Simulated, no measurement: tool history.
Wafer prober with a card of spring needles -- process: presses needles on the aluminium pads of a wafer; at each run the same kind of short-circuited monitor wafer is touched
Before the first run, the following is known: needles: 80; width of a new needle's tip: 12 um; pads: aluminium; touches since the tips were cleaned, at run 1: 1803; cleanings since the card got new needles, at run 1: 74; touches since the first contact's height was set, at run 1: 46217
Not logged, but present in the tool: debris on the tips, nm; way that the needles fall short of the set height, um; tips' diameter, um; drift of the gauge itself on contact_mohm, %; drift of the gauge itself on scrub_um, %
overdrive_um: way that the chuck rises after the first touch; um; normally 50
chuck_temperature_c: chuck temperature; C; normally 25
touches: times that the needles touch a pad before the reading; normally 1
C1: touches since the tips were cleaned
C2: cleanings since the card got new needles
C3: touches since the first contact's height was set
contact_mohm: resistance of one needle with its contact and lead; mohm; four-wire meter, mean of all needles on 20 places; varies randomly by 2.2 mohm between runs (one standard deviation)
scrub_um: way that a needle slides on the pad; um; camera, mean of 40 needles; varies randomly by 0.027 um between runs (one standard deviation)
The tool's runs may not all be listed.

{"run": 1, "hour": 0.0, "overdrive_um": 50, "chuck_temperature_c": 25, "touches": 1, "C1": 1803, "C2": 74, "C3": 46217, "contact_mohm": 301, "scrub_um": 12}
{"hour": 10.5, "done": "tips cleaned on abrasive film"}
{"hour": 23.1, "done": "tips cleaned on abrasive film"}
{"run": 2, "hour": 23.7, "overdrive_um": 50, "chuck_temperature_c": 25, "touches": 1, "C1": 331, "C2": 76, "C3": 58167, "contact_mohm": 266, "scrub_um": 11.98}
{"hour": 37.1, "done": "tips cleaned on abrasive film"}
{"run": 3, "hour": 44.3, "overdrive_um": 68, "chuck_temperature_c": 25, "touches": 1, "C1": 3624, "C2": 77, "C3": 68542, "contact_mohm": 301, "scrub_um": 16.29}
{"hour": 51.7, "done": "tips cleaned on abrasive film"}
{"hour": 65.8, "done": "tips cleaned on abrasive film"}
{"hour": 78.3, "done": "tips cleaned on abrasive film"}
{"run": 4, "hour": 89.1, "overdrive_um": 68, "chuck_temperature_c": 25, "touches": 1, "C1": 5443, "C2": 80, "C3": 91114, "contact_mohm": 303, "scrub_um": 16.16}
{"hour": 92.1, "done": "tips cleaned on abrasive film"}
{"hour": 106.0, "done": "tips cleaned on abrasive film"}
{"hour": 119.9, "done": "tips cleaned on abrasive film"}
{"run": 5, "hour": 121.0, "overdrive_um": 31, "chuck_temperature_c": 25, "touches": 1, "C1": 568, "C2": 83, "C3": 107180, "contact_mohm": 307, "scrub_um": 7.3}
{"hour": 131.8, "done": "tips cleaned on abrasive film"}
{"hour": 143.6, "done": "tips cleaned on abrasive film"}
{"hour": 157.5, "done": "tips cleaned on abrasive film"}
{"run": 6, "hour": 160.8, "overdrive_um": 50, "chuck_temperature_c": 25, "touches": 2, "C1": 1649, "C2": 86, "C3": 127204, "contact_mohm": 280, "scrub_um": 11.84}
{"hour": 169.3, "done": "tips cleaned on abrasive film"}
{"hour": 182.9, "done": "tips cleaned on abrasive film"}
{"hour": 194.7, "done": "tips cleaned on abrasive film"}
{"run": 7, "hour": 204.8, "overdrive_um": 50, "chuck_temperature_c": 69, "touches": 1, "C1": 5128, "C2": 89, "C3": 149405, "contact_mohm": 351, "scrub_um": 11.79}
{"hour": 207.8, "done": "tips cleaned on abrasive film"}
{"hour": 221.1, "done": "tips cleaned on abrasive film"}
{"hour": 235.5, "done": "tips cleaned on abrasive film"}
{"run": 8, "hour": 239.7, "overdrive_um": 50, "chuck_temperature_c": 69, "touches": 1, "C1": 2152, "C2": 92, "C3": 166968, "contact_mohm": 320, "scrub_um": 11.78}
{"hour": 248.6, "done": "tips cleaned on abrasive film"}
{"hour": 262.1, "done": "tips cleaned on abrasive film"}
{"run": 9, "hour": 268.4, "overdrive_um": 50, "chuck_temperature_c": 69, "touches": 1, "C1": 3223, "C2": 94, "C3": 181453, "contact_mohm": 330, "scrub_um": 11.75}
{"hour": 274.4, "done": "tips cleaned on abrasive film"}
{"hour": 288.3, "done": "tips cleaned on abrasive film"}
{"run": 10, "hour": 292.9, "overdrive_um": 50, "chuck_temperature_c": 69, "touches": 1, "C1": 2333, "C2": 96, "C3": 193775, "contact_mohm": 325, "scrub_um": 11.74}
{"hour": 301.8, "done": "tips cleaned on abrasive film"}
{"hour": 313.5, "done": "tips cleaned on abrasive film"}
{"hour": 326.7, "done": "tips cleaned on abrasive film"}
{"run": 11, "hour": 326.7, "overdrive_um": 50, "chuck_temperature_c": 69, "touches": 1, "C1": 0, "C2": 99, "C3": 210787, "contact_mohm": 269, "scrub_um": 11.73}
{"hour": 338.5, "done": "tips cleaned on abrasive film"}
{"hour": 347.6, "done": "height of the first contact set anew"}
{"hour": 352.7, "done": "tips cleaned on abrasive film"}
{"run": 12, "hour": 352.9, "overdrive_um": 50, "chuck_temperature_c": 25, "touches": 1, "C1": 77, "C2": 101, "C3": 2666, "contact_mohm": 259, "scrub_um": 12.04}
{"hour": 367.1, "done": "tips cleaned on abrasive film"}
{"hour": 380.7, "done": "tips cleaned on abrasive film"}
{"hour": 392.8, "done": "tips cleaned on abrasive film"}
{"run": 13, "hour": 392.8, "overdrive_um": 61, "chuck_temperature_c": 105, "touches": 1, "C1": 0, "C2": 104, "C3": 22785, "contact_mohm": 270, "scrub_um": 14.65}
{"hour": 406.8, "done": "tips cleaned on abrasive film"}
{"hour": 420.7, "done": "tips cleaned on abrasive film"}
{"hour": 434.1, "done": "tips cleaned on abrasive film"}
{"run": 14, "hour": 437.2, "overdrive_um": 61, "chuck_temperature_c": 105, "touches": 1, "C1": 1550, "C2": 107, "C3": 45150, "contact_mohm": 299, "scrub_um": 14.58}
{"hour": 446.0, "done": "tips cleaned on abrasive film"}
{"hour": 457.8, "done": "tips cleaned on abrasive film"}
{"hour": 472.5, "done": "tips cleaned on abrasive film"}
{"run": 15, "hour": 478.0, "overdrive_um": 61, "chuck_temperature_c": 105, "touches": 1, "C1": 2773, "C2": 110, "C3": 65685, "contact_mohm": 312, "scrub_um": 14.62}
{"hour": 485.8, "done": "tips cleaned on abrasive film"}
{"hour": 498.8, "done": "tips cleaned on abrasive film"}
{"run": 16, "hour": 506.5, "overdrive_um": 61, "chuck_temperature_c": 105, "touches": 1, "C1": 3915, "C2": 112, "C3": 80063, "contact_mohm": 318, "scrub_um": 14.57}
{"hour": 512.3, "done": "tips cleaned on abrasive film"}
{"hour": 524.0, "done": "tips cleaned on abrasive film"}
{"hour": 538.0, "done": "tips cleaned on abrasive film"}
{"run": 17, "hour": 544.3, "overdrive_um": 61, "chuck_temperature_c": 105, "touches": 1, "C1": 3188, "C2": 115, "C3": 99096, "contact_mohm": 322, "scrub_um": 14.52}
{"hour": 550.2, "done": "tips cleaned on abrasive film"}
{"hour": 564.9, "done": "tips cleaned on abrasive film"}
{"hour": 576.7, "done": "tips cleaned on abrasive film"}
{"run": 18, "hour": 576.7, "overdrive_um": 61, "chuck_temperature_c": 105, "touches": 1, "C1": 0, "C2": 118, "C3": 115400, "contact_mohm": 271, "scrub_um": 14.52}
{"hour": 591.0, "done": "tips cleaned on abrasive film"}
{"hour": 603.9, "done": "tips cleaned on abrasive film"}
{"run": 19, "hour": 610.7, "overdrive_um": 57, "chuck_temperature_c": 36, "touches": 1, "C1": 3434, "C2": 120, "C3": 132537, "contact_mohm": 318, "scrub_um": 13.54}
{"hour": 616.1, "done": "tips cleaned on abrasive film"}
{"hour": 629.9, "done": "tips cleaned on abrasive film"}
{"hour": 643.0, "done": "tips cleaned on abrasive film"}
{"run": 20, "hour": 644.4, "overdrive_um": 57, "chuck_temperature_c": 32, "touches": 1, "C1": 695, "C2": 123, "C3": 149492, "contact_mohm": 271, "scrub_um": 13.53}
{"hour": 656.1, "done": "tips cleaned on abrasive film"}
{"hour": 670.7, "done": "tips cleaned on abrasive film"}
{"hour": 685.3, "done": "tips cleaned on abrasive film"}
{"run": 21, "hour": 692.4, "overdrive_um": 57, "chuck_temperature_c": 27, "touches": 1, "C1": 3604, "C2": 126, "C3": 173718, "contact_mohm": 311, "scrub_um": 13.45}
{"hour": 697.6, "done": "tips cleaned on abrasive film"}
{"hour": 710.0, "done": "tips cleaned on abrasive film"}
{"hour": 721.8, "done": "tips cleaned on abrasive film"}
{"run": 22, "hour": 725.3, "overdrive_um": 57, "chuck_temperature_c": 27, "touches": 1, "C1": 1791, "C2": 129, "C3": 190256, "contact_mohm": 294, "scrub_um": 13.35}

Forecast run 23:
{"hour": 734.1, "done": "tips cleaned on abrasive film"}
{"hour": 745.9, "done": "tips cleaned on abrasive film"}
{"hour": 757.7, "done": "tips cleaned on abrasive film"}
{"run": 23, "hour": 762.5, "overdrive_um": 57, "chuck_temperature_c": 27, "touches": 1, "C1": 2437, "C2": 132, "C3": 208980, "contact_mohm": "?", "scrub_um": "?"}

Run 23 yielded contact_mohm 308 mohm, scrub_um 13.37 um.
On a tool with no hidden condition, and with the same random variation, this run would have come out at contact_mohm 243 mohm, scrub_um 13.69 um.
